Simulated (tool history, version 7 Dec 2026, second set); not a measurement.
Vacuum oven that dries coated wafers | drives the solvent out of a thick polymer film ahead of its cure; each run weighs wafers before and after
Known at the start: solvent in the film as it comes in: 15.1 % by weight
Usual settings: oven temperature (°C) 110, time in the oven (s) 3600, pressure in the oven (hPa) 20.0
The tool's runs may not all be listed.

run    hour  oven temperature (°C)  time in the oven (s)  pressure in the oven (hPa)  solvent left in the film (%)
  1     0.0                    110                  3600                        20.0                          2.29
  2    50.9                    110                  3600                        20.0                          2.27
  3   103.7                    110                  3600                        29.0                          2.88
  4   169.3                    110                  3600                        20.0                          2.32
  5   245.6                    110                  3600                        20.0                          2.31
  6   299.0                    110                  3600                        20.0                          2.35
  7   375.8                    110                  3600                        20.0                          2.27
  8   450.1                    110                  3600                        20.0                          2.29
  9   490.9                    110                  3600                        20.0                          2.22
 10   533.4                    110                  3600                        10.9                          1.80
 11   573.1                    110                  3600                        10.9                          1.90
 12   616.7                    110                  3600                        10.9                          1.83
 13   653.9                    110                  3600                        10.9                          1.76
 14   712.1                    110                  3600                        20.7                          2.39
 15   788.0                    110                  3600                        20.7                          2.25
 16   831.8                    116                  3060                        18.1                          1.74
 17   893.3                    108                  3600                        23.4                          2.98
 18   933.8                    112                  3780                        21.1                          1.96
 19   977.6                    119                  5100                        12.8                          0.60
 20  1046.9                     97                  2880                        33.9                          7.10
 21  1108.0                    110                  2340                        20.0                          3.77
 22  1184.2                    102                  2340                        20.0                          5.72
 23  1259.5                    103                  3180                        11.6                          3.87
 24  1319.3                    104                  3600                        36.9                          4.59
 25  1393.1                    114                  2040                        51.6                          4.50
 26  1439.8                     95                  3060                        37.5                          7.76

Taken out of this log: 1 entry between the listed runs. Where each belongs, and how the hidden state differs across it:
Between runs 3 and 4: oven's thermocouples calibrated (hour 157.5)
  true wafer temperature over the reading, C: -0.11 -> 0.01; true pressure over the reading, kPa: 0.026 -> 0.028
